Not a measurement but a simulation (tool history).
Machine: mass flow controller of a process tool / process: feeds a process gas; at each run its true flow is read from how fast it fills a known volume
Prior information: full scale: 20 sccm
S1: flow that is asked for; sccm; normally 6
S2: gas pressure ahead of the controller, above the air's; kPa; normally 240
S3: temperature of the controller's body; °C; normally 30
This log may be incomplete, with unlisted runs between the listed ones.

Run 1, hour 0: usual settings. Result: true flow (%) 98.49.
Run 2, hour 173.7: usual settings but S1 8 sccm. Result: true flow (%) 99.07.
Run 3, hour 348.8: usual settings but S2 185 kPa. Result: true flow (%) 98.34.
Run 4, hour 570.8: usual settings but S2 185 kPa. Result: true flow (%) 98.44.
Run 5, hour 839.7: usual settings but S2 185 kPa. Result: true flow (%) 98.29.
Run 6, hour 1108.3: usual settings but S2 185 kPa. Result: true flow (%) 98.35.
Run 7, hour 1371.6: usual settings but S2 185 kPa. Result: true flow (%) 98.13.
Run 8, hour 1637.2: usual settings but S2 185 kPa. Result: true flow (%) 98.32.
Run 9, hour 1914.3: usual settings but S2 185 kPa. Result: true flow (%) 98.18.
Run 10, hour 2104.4: usual settings but S2 185 kPa. Result: true flow (%) 98.2.
Run 11, hour 2332.5: usual settings. Result: true flow (%) 98.35.
Run 12, hour 2639.7: usual settings. Result: true flow (%) 98.32.
Run 13, hour 2807.8: usual settings but S1 4 sccm. Result: true flow (%) 97.23.
Run 14, hour 2957.4: usual settings but S1 4 sccm, S3 34 °C. Result: true flow (%) 97.01.
At hour 2986.6: controller's zero set anew.
Run 15, hour 3218.4: usual settings but S1 4 sccm, S3 34 °C. Result: true flow (%) 95.42.
Run 16, hour 3381.9: usual settings but S1 4 sccm, S2 200 kPa, S3 34 °C. Result: true flow (%) 95.24.
Run 17, hour 3559.6: usual settings but S1 3 sccm. Result: true flow (%) 93.74.
At hour 3706.4: controller's zero set anew, once more.
Run 18, hour 3852.1: usual settings but S3 31 °C. Result: true flow (%) 100.31.
Run 19, hour 3990.6: usual settings but S2 173 kPa. Result: true flow (%) 100.12.
Run 20, hour 4206.2: usual settings but S2 173 kPa. Result: true flow (%) 100.19.
Run 21, hour 4435.5: usual settings. Result: true flow (%) 100.29.
Run 22, hour 4658.2: usual settings but S2 147 kPa. Result: true flow (%) 99.95.
Run 23, hour 4814.2: usual settings but S1 3 sccm, S2 175 kPa, S3 31 °C. Result: true flow (%) 99.6.
Run 24, hour 5036.7: usual settings but S2 168 kPa. Result: true flow (%) 100.01.
Run 25, hour 5226.1: usual settings but S2 278 kPa, S3 32 °C. Result: true flow (%) 100.38.
Run 26, hour 5357.9: usual settings but S1 3 sccm, S2 250 kPa. Result: true flow (%) 99.82.
Run 27, hour 5657.4: usual settings but S1 15 sccm, S2 250 kPa, S3 32 °C. Result: true flow (%) 100.83.
Run 28, hour 5878.6: usual settings but S1 15 sccm, S2 250 kPa, S3 32 °C. Result: true flow (%) 100.94.
Run 29, hour 6103.6: usual settings but S1 15 sccm, S2 268 kPa, S3 32 °C. Result: true flow (%) 100.97.
Run 30, hour 6352.2: usual settings but S1 3 sccm, S2 160 kPa, S3 38 °C. Result: true flow (%) 98.92.
Run 31, hour 6627.5: usual settings but S1 19 sccm, S2 191 kPa, S3 38 °C. Result: true flow (%) 100.72.
Run 32, hour 6752.3: usual settings but S1 19 sccm, S2 191 kPa, S3 38 °C. Result: true flow (%) 100.73.
Run 33, hour 6940.9: usual settings but S1 4 sccm, S2 186 kPa, S3 25 °C. Result: true flow (%) 99.75.
Run 34, hour 7150.7: usual settings but S1 4 sccm, S2 186 kPa, S3 25 °C. Result: true flow (%) 99.59.
Run 35, hour 7419.5: usual settings but S1 20 sccm, S2 251 kPa, S3 22 °C. Result: true flow (%) 101.33.
Run 36, hour 7560: usual settings but S1 20 sccm, S2 251 kPa, S3 22 °C. Result: true flow (%) 101.4.
Run 37, hour 7760: usual settings but S1 20 sccm, S2 251 kPa, S3 22 °C. Result: true flow (%) 101.45.
Run 38, hour 7963: usual settings but S1 20 sccm, S2 179 kPa, S3 26 °C. Result: true flow (%) 100.95.
Run 39, hour 8231.7: usual settings but S1 20 sccm, S2 179 kPa, S3 26 °C. Result: true flow (%) 101.08.
Run 40, hour 8488.7: usual settings but S1 20 sccm, S2 179 kPa, S3 26 °C. Result: true flow (%) 101.14.
Run 41, hour 8638.5: usual settings but S1 20 sccm, S2 179 kPa, S3 26 °C. Result: true flow (%) 101.09.
Run 42, hour 8910.6: usual settings but S1 20 sccm, S2 179 kPa, S3 26 °C. Result: true flow (%) 101.03.
Run 43, hour 9159.1: usual settings but S1 20 sccm, S2 179 kPa, S3 26 °C. Result: true flow (%) 101.08.
Run 44, hour 9292.1: usual settings but S1 3 sccm, S3 24 °C. Result: true flow (%) 98.85.

Each row is a separate what-if for the run after 44, all from the same tool condition, not one after another. Results?
Run A, hour 9513.4: usual settings but S2 180 kPa, S3 23 °C. Result: true flow (%) ?.
Run B, hour 9513.4: usual settings but S2 184 kPa, S3 24 °C. Result: true flow (%) ?.
Run C, hour 9513.4: usual settings but S1 5 sccm, S3 32 °C. Result: true flow (%) ?.
Run D, hour 9513.4: usual settings but S1 16 sccm, S3 22 °C. Result: true flow (%) ?.
Run E, hour 9513.4: usual settings but S1 5 sccm, S2 143 kPa, S3 24 °C. Result: true flow (%) ?.

run  true flow (%)
  A          99.94
  B          99.98
  C          99.54
  D         101.24
  E          99.44
Had the tool no hidden state, the same runs would have come out as:
run  true flow (%)
  A          99.53
  B          99.56
  C          99.37
  D         100.07
  E          99.27
